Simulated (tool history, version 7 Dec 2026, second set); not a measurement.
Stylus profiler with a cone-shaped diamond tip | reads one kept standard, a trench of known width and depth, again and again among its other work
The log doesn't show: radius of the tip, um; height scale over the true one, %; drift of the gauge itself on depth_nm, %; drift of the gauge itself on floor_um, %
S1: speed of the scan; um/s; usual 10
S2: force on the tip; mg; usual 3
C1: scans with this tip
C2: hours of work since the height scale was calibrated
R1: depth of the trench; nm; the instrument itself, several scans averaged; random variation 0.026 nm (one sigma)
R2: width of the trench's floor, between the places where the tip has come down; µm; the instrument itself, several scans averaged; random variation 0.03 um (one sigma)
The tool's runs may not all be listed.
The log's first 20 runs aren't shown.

{"run": 21, "hour": 1836.5, "S1": 5, "S2": 2.81, "C1": 24324, "C2": 1143, "R1": 100.83, "R2": 28.59}
{"run": 22, "hour": 1935.3, "S1": 9, "S2": 1.15, "C1": 25031, "C2": 1214, "R1": 100.47, "R2": 28.47}
{"run": 23, "hour": 2005.4, "S1": 16, "S2": 6.72, "C1": 25532, "C2": 1264, "R1": 101.44, "R2": 28.5}
{"hour": 2042.3, "done": "height scale calibrated on a step standard"}
{"run": 24, "hour": 2128.2, "S1": 11, "S2": 1.49, "C1": 26407, "C2": 62, "R1": 100.51, "R2": 28.49}
{"run": 25, "hour": 2207.2, "S1": 11, "S2": 1.49, "C1": 26972, "C2": 118, "R1": 100.56, "R2": 28.49}
{"run": 26, "hour": 2292.1, "S1": 17, "S2": 1.58, "C1": 27580, "C2": 179, "R1": 100.53, "R2": 28.48}
{"run": 27, "hour": 2381.1, "S1": 10, "S2": 2.08, "C1": 28216, "C2": 243, "R1": 100.63, "R2": 28.49}
{"run": 28, "hour": 2447.3, "S1": 10, "S2": 2.1, "C1": 28689, "C2": 290, "R1": 100.7, "R2": 28.5}
{"run": 29, "hour": 2559.0, "S1": 21, "S2": 2.92, "C1": 29489, "C2": 370, "R1": 100.81, "R2": 28.44}
{"run": 30, "hour": 2613.2, "S1": 21, "S2": 2.92, "C1": 29877, "C2": 409, "R1": 100.82, "R2": 28.51}
{"run": 31, "hour": 2704.5, "S1": 21, "S2": 2.92, "C1": 30529, "C2": 474, "R1": 100.85, "R2": 28.47}
{"run": 32, "hour": 2836.1, "S1": 21, "S2": 2.92, "C1": 31471, "C2": 569, "R1": 100.76, "R2": 28.46}

Forecast run 33:
{"run": 33, "hour": 2890.5, "S1": 34, "S2": 4.03, "C1": 31860, "C2": 608, "R1": "?", "R2": "?"}

{"run 33": {"R1": 100.97, "R2": 28.43}}
Without the tool's hidden state the same run would have given R1 100.96 nm, R2 28.44 µm.

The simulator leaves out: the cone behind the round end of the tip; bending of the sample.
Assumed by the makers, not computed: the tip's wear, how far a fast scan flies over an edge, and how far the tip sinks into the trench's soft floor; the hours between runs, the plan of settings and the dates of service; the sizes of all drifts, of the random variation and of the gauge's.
